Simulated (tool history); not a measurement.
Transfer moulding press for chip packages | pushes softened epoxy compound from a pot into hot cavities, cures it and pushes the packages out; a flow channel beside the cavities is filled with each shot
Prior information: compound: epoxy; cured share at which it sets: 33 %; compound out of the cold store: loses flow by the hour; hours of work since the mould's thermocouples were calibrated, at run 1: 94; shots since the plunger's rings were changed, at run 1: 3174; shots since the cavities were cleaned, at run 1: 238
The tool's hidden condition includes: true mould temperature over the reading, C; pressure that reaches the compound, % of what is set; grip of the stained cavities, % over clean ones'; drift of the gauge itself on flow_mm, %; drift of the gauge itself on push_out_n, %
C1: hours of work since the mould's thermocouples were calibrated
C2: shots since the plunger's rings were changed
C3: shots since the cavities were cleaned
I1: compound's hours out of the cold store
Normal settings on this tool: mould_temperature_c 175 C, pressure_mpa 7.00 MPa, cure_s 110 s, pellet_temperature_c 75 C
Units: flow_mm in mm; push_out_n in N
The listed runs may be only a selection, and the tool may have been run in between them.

{"run": 1, "day": 0.0, "mould_temperature_c": 175, "pressure_mpa": 7.0, "cure_s": 110, "pellet_temperature_c": 75, "C1": 94, "C2": 3174, "C3": 238, "I1": 47.6, "flow_mm": 551, "push_out_n": 395}
{"day": 0.817, "done": "cavities cleaned with cleaning compound and waxed"}
{"day": 2.412, "done": "cavities cleaned with cleaning compound and waxed"}
{"run": 2, "day": 3.021, "mould_temperature_c": 175, "pressure_mpa": 7.0, "cure_s": 110, "pellet_temperature_c": 75, "C1": 147, "C2": 4081, "C3": 190, "I1": 12.6, "flow_mm": 609, "push_out_n": 386}
{"day": 4.225, "done": "cavities cleaned with cleaning compound and waxed"}
{"run": 3, "day": 5.329, "mould_temperature_c": 175, "pressure_mpa": 7.0, "cure_s": 110, "pellet_temperature_c": 75, "C1": 189, "C2": 4785, "C3": 345, "I1": 8.8, "flow_mm": 610, "push_out_n": 437}
{"day": 5.712, "done": "plunger's sealing rings changed"}
{"day": 5.962, "done": "cavities cleaned with cleaning compound and waxed"}
{"day": 7.621, "done": "cavities cleaned with cleaning compound and waxed"}
{"run": 4, "day": 8.45, "mould_temperature_c": 175, "pressure_mpa": 7.0, "cure_s": 110, "pellet_temperature_c": 75, "C1": 242, "C2": 818, "C3": 260, "I1": 45.3, "flow_mm": 578, "push_out_n": 393}
{"day": 9.279, "done": "cavities cleaned with cleaning compound and waxed"}
{"run": 5, "day": 10.375, "mould_temperature_c": 175, "pressure_mpa": 7.0, "cure_s": 110, "pellet_temperature_c": 75, "C1": 276, "C2": 1402, "C3": 343, "I1": 11.6, "flow_mm": 641, "push_out_n": 421}
{"day": 10.992, "done": "cavities cleaned with cleaning compound and waxed"}
{"day": 12.533, "done": "cavities cleaned with cleaning compound and waxed"}
{"run": 6, "day": 13.95, "mould_temperature_c": 175, "pressure_mpa": 7.0, "cure_s": 124, "pellet_temperature_c": 75, "C1": 340, "C2": 2484, "C3": 444, "I1": 11.1, "flow_mm": 634, "push_out_n": 436}
{"day": 14.362, "done": "cavities cleaned with cleaning compound and waxed"}
{"day": 16.125, "done": "cavities cleaned with cleaning compound and waxed"}
{"run": 7, "day": 16.929, "mould_temperature_c": 175, "pressure_mpa": 7.0, "cure_s": 124, "pellet_temperature_c": 75, "C1": 392, "C2": 3378, "C3": 252, "I1": 34.9, "flow_mm": 579, "push_out_n": 375}
{"day": 17.85, "done": "cavities cleaned with cleaning compound and waxed"}
{"day": 19.396, "done": "cavities cleaned with cleaning compound and waxed"}
{"run": 8, "day": 19.812, "mould_temperature_c": 175, "pressure_mpa": 7.0, "cure_s": 120, "pellet_temperature_c": 75, "C1": 443, "C2": 4243, "C3": 131, "I1": 23.6, "flow_mm": 598, "push_out_n": 317}
{"day": 20.979, "done": "cavities cleaned with cleaning compound and waxed"}
{"day": 21.9, "done": "plunger's sealing rings changed"}
{"day": 22.667, "done": "cavities cleaned with cleaning compound and waxed"}
{"run": 9, "day": 23.712, "mould_temperature_c": 175, "pressure_mpa": 7.0, "cure_s": 120, "pellet_temperature_c": 75, "C1": 511, "C2": 549, "C3": 328, "I1": 9.7, "flow_mm": 655, "push_out_n": 383}
{"day": 24.246, "done": "cavities cleaned with cleaning compound and waxed"}
{"day": 25.929, "done": "cavities cleaned with cleaning compound and waxed"}
{"run": 10, "day": 26.038, "mould_temperature_c": 175, "pressure_mpa": 7.0, "cure_s": 120, "pellet_temperature_c": 75, "C1": 552, "C2": 1238, "C3": 34, "I1": 19.3, "flow_mm": 631, "push_out_n": 276}
{"day": 27.612, "done": "cavities cleaned with cleaning compound and waxed"}
{"day": 29.217, "done": "cavities cleaned with cleaning compound and waxed"}
{"run": 11, "day": 30.138, "mould_temperature_c": 175, "pressure_mpa": 7.0, "cure_s": 120, "pellet_temperature_c": 75, "C1": 625, "C2": 2484, "C3": 289, "I1": 16.3, "flow_mm": 632, "push_out_n": 363}
{"day": 30.867, "done": "cavities cleaned with cleaning compound and waxed"}
{"day": 32.654, "done": "cavities cleaned with cleaning compound and waxed"}
{"run": 12, "day": 33.396, "mould_temperature_c": 175, "pressure_mpa": 7.2, "cure_s": 110, "pellet_temperature_c": 75, "C1": 683, "C2": 3465, "C3": 232, "I1": 25.6, "flow_mm": 605, "push_out_n": 375}
{"day": 34.404, "done": "cavities cleaned with cleaning compound and waxed"}
{"day": 36.229, "done": "cavities cleaned with cleaning compound and waxed"}
{"run": 13, "day": 36.617, "mould_temperature_c": 175, "pressure_mpa": 7.2, "cure_s": 110, "pellet_temperature_c": 75, "C1": 740, "C2": 4436, "C3": 121, "I1": 23.8, "flow_mm": 603, "push_out_n": 345}
{"day": 37.967, "done": "mould's thermocouples calibrated"}
{"day": 38.071, "done": "plunger's sealing rings changed"}
{"day": 38.133, "done": "cavities cleaned with cleaning compound and waxed"}
{"run": 14, "day": 39.492, "mould_temperature_c": 175, "pressure_mpa": 7.2, "cure_s": 110, "pellet_temperature_c": 75, "C1": 25, "C2": 426, "C3": 426, "I1": 25.9, "flow_mm": 622, "push_out_n": 442}
{"day": 39.812, "done": "cavities cleaned with cleaning compound and waxed"}
{"day": 41.417, "done": "cavities cleaned with cleaning compound and waxed"}
{"day": 42.938, "done": "cavities cleaned with cleaning compound and waxed"}
{"run": 15, "day": 43.533, "mould_temperature_c": 183, "pressure_mpa": 6.15, "cure_s": 110, "pellet_temperature_c": 75, "C1": 96, "C2": 1634, "C3": 186, "I1": 19.6, "flow_mm": 557, "push_out_n": 312}
{"day": 44.471, "done": "cavities cleaned with cleaning compound and waxed"}
{"day": 46.092, "done": "cavities cleaned with cleaning compound and waxed"}
{"run": 16, "day": 47.283, "mould_temperature_c": 183, "pressure_mpa": 6.15, "cure_s": 110, "pellet_temperature_c": 75, "C1": 163, "C2": 2771, "C3": 374, "I1": 39.0, "flow_mm": 521, "push_out_n": 365}
{"day": 47.658, "done": "cavities cleaned with cleaning compound and waxed"}
{"day": 49.329, "done": "cavities cleaned with cleaning compound and waxed"}
{"run": 17, "day": 49.492, "mould_temperature_c": 183, "pressure_mpa": 6.15, "cure_s": 110, "pellet_temperature_c": 75, "C1": 201, "C2": 3423, "C3": 50, "I1": 21.3, "flow_mm": 536, "push_out_n": 263}
{"day": 50.929, "done": "cavities cleaned with cleaning compound and waxed"}
{"run": 18, "day": 52.267, "mould_temperature_c": 175, "pressure_mpa": 5.52, "cure_s": 149, "pellet_temperature_c": 72, "C1": 251, "C2": 4274, "C3": 420, "I1": 28.6, "flow_mm": 517, "push_out_n": 391}
{"day": 52.617, "done": "cavities cleaned with cleaning compound and waxed"}
{"day": 54.292, "done": "plunger's sealing rings changed"}
{"day": 54.354, "done": "cavities cleaned with cleaning compound and waxed"}
{"run": 19, "day": 55.317, "mould_temperature_c": 176, "pressure_mpa": 7.63, "cure_s": 149, "pellet_temperature_c": 72, "C1": 303, "C2": 301, "C3": 301, "I1": 33.6, "flow_mm": 626, "push_out_n": 354}
{"day": 55.908, "done": "cavities cleaned with cleaning compound and waxed"}
{"day": 57.462, "done": "cavities cleaned with cleaning compound and waxed"}
{"run": 20, "day": 58.838, "mould_temperature_c": 179, "pressure_mpa": 7.0, "cure_s": 91, "pellet_temperature_c": 76, "C1": 366, "C2": 1366, "C3": 431, "I1": 9.2, "flow_mm": 623, "push_out_n": 495}
{"day": 59.108, "done": "cavities cleaned with cleaning compound and waxed"}
{"day": 60.892, "done": "cavities cleaned with cleaning compound and waxed"}
{"day": 62.579, "done": "cavities cleaned with cleaning compound and waxed"}
{"run": 21, "day": 62.579, "mould_temperature_c": 179, "pressure_mpa": 7.0, "cure_s": 91, "pellet_temperature_c": 76, "C1": 432, "C2": 2480, "C3": 0, "I1": 39.8, "flow_mm": 569, "push_out_n": 295}
{"day": 64.362, "done": "cavities cleaned with cleaning compound and waxed"}
{"day": 65.883, "done": "cavities cleaned with cleaning compound and waxed"}
{"run": 22, "day": 66.483, "mould_temperature_c": 179, "pressure_mpa": 7.0, "cure_s": 91, "pellet_temperature_c": 76, "C1": 501, "C2": 3665, "C3": 189, "I1": 44.9, "flow_mm": 543, "push_out_n": 404}
{"day": 67.529, "done": "cavities cleaned with cleaning compound and waxed"}
{"day": 69.312, "done": "cavities cleaned with cleaning compound and waxed"}
{"run": 23, "day": 70.112, "mould_temperature_c": 179, "pressure_mpa": 7.0, "cure_s": 91, "pellet_temperature_c": 76, "C1": 566, "C2": 4762, "C3": 251, "I1": 42.0, "flow_mm": 547, "push_out_n": 413}

Below are 4 alternative next runs, each starting from the tool's condition after run 23. Predict each:
{"day": 70.512, "done": "plunger's sealing rings changed"}
{"day": 71.017, "done": "cavities cleaned with cleaning compound and waxed"}
{"day": 72.671, "done": "cavities cleaned with cleaning compound and waxed"}
{"day": 74.192, "done": "cavities cleaned with cleaning compound and waxed"}
{"run": "A", "day": 74.304, "mould_temperature_c": 175, "pressure_mpa": 7.0, "cure_s": 118, "pellet_temperature_c": 75, "C1": 638, "C2": 1130, "C3": 36, "I1": 39.4, "flow_mm": "?", "push_out_n": "?"}
{"day": 70.512, "done": "plunger's sealing rings changed"}
{"day": 71.017, "done": "cavities cleaned with cleaning compound and waxed"}
{"day": 72.671, "done": "cavities cleaned with cleaning compound and waxed"}
{"day": 74.192, "done": "cavities cleaned with cleaning compound and waxed"}
{"run": "B", "day": 74.304, "mould_temperature_c": 179, "pressure_mpa": 7.0, "cure_s": 91, "pellet_temperature_c": 68, "C1": 638, "C2": 1130, "C3": 36, "I1": 41.5, "flow_mm": "?", "push_out_n": "?"}
{"day": 70.512, "done": "plunger's sealing rings changed"}
{"day": 71.017, "done": "cavities cleaned with cleaning compound and waxed"}
{"day": 72.671, "done": "cavities cleaned with cleaning compound and waxed"}
{"day": 74.192, "done": "cavities cleaned with cleaning compound and waxed"}
{"run": "C", "day": 74.304, "mould_temperature_c": 175, "pressure_mpa": 7.33, "cure_s": 126, "pellet_temperature_c": 76, "C1": 638, "C2": 1130, "C3": 36, "I1": 44.4, "flow_mm": "?", "push_out_n": "?"}
{"day": 70.512, "done": "plunger's sealing rings changed"}
{"day": 71.017, "done": "cavities cleaned with cleaning compound and waxed"}
{"day": 72.671, "done": "cavities cleaned with cleaning compound and waxed"}
{"day": 74.192, "done": "cavities cleaned with cleaning compound and waxed"}
{"run": "D", "day": 74.304, "mould_temperature_c": 181, "pressure_mpa": 7.0, "cure_s": 118, "pellet_temperature_c": 75, "C1": 638, "C2": 1130, "C3": 36, "I1": 8.1, "flow_mm": "?", "push_out_n": "?"}

run=A flow_mm=593 push_out_n=274
run=B flow_mm=577 push_out_n=325
run=C flow_mm=586 push_out_n=276
run=D flow_mm=627 push_out_n=263
The same runs, with their run-to-run variation unchanged, on a tool lacking any hidden condition would have given:
run=A flow_mm=598 push_out_n=239
run=B flow_mm=582 push_out_n=276
run=C flow_mm=591 push_out_n=244
run=D flow_mm=633 push_out_n=235
